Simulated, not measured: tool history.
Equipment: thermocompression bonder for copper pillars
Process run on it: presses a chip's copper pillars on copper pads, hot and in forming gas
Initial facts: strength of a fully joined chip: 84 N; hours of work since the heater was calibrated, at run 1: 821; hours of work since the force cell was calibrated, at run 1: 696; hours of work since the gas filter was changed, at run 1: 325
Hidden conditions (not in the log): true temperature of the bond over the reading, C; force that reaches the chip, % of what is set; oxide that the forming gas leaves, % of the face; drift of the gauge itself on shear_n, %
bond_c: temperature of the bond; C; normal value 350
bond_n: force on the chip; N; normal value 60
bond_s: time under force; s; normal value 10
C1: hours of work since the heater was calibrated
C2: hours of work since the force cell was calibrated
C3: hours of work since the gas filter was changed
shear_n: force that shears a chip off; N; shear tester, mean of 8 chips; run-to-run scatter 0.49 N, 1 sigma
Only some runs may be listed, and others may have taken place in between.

{"run": 1, "hour": 0.0, "bond_c": 350, "bond_n": 60, "bond_s": 10, "C1": 821, "C2": 696, "C3": 325, "shear_n": 34.9}
{"run": 2, "hour": 38.4, "bond_c": 358, "bond_n": 60, "bond_s": 10, "C1": 843, "C2": 718, "C3": 347, "shear_n": 37.9}
{"hour": 54.5, "done": "forming gas filter changed"}
{"run": 3, "hour": 69.8, "bond_c": 350, "bond_n": 60, "bond_s": 10, "C1": 860, "C2": 736, "C3": 9, "shear_n": 36}
{"run": 4, "hour": 107.0, "bond_c": 350, "bond_n": 60, "bond_s": 10, "C1": 881, "C2": 757, "C3": 30, "shear_n": 35.3}
{"run": 5, "hour": 145.9, "bond_c": 350, "bond_n": 60, "bond_s": 10, "C1": 904, "C2": 779, "C3": 52, "shear_n": 36.1}
{"run": 6, "hour": 179.1, "bond_c": 350, "bond_n": 79, "bond_s": 10, "C1": 922, "C2": 798, "C3": 71, "shear_n": 41.9}
{"run": 7, "hour": 213.5, "bond_c": 350, "bond_n": 60, "bond_s": 9, "C1": 942, "C2": 818, "C3": 90, "shear_n": 35}
{"run": 8, "hour": 252.1, "bond_c": 350, "bond_n": 60, "bond_s": 9, "C1": 964, "C2": 839, "C3": 112, "shear_n": 34}
{"run": 9, "hour": 323.3, "bond_c": 350, "bond_n": 60, "bond_s": 9, "C1": 1004, "C2": 880, "C3": 153, "shear_n": 34.3}
{"run": 10, "hour": 371.0, "bond_c": 350, "bond_n": 60, "bond_s": 9, "C1": 1032, "C2": 907, "C3": 180, "shear_n": 33.5}
{"run": 11, "hour": 421.0, "bond_c": 350, "bond_n": 60, "bond_s": 9, "C1": 1060, "C2": 935, "C3": 208, "shear_n": 34.4}
{"run": 12, "hour": 489.0, "bond_c": 350, "bond_n": 39, "bond_s": 9, "C1": 1099, "C2": 974, "C3": 247, "shear_n": 26.5}
{"run": 13, "hour": 549.0, "bond_c": 350, "bond_n": 39, "bond_s": 9, "C1": 1133, "C2": 1008, "C3": 281, "shear_n": 25.3}
{"run": 14, "hour": 584.0, "bond_c": 350, "bond_n": 39, "bond_s": 9, "C1": 1153, "C2": 1028, "C3": 301, "shear_n": 26.1}

Run 15 comes next. What will it give?
{"run": 15, "hour": 648.7, "bond_c": 350, "bond_n": 39, "bond_s": 9, "C1": 1189, "C2": 1065, "C3": 338, "shear_n": "?"}

shear_n: 25.3 N
On a tool with no hidden condition, and with the same random variation, this run would have come out at shear_n 25.4 N.
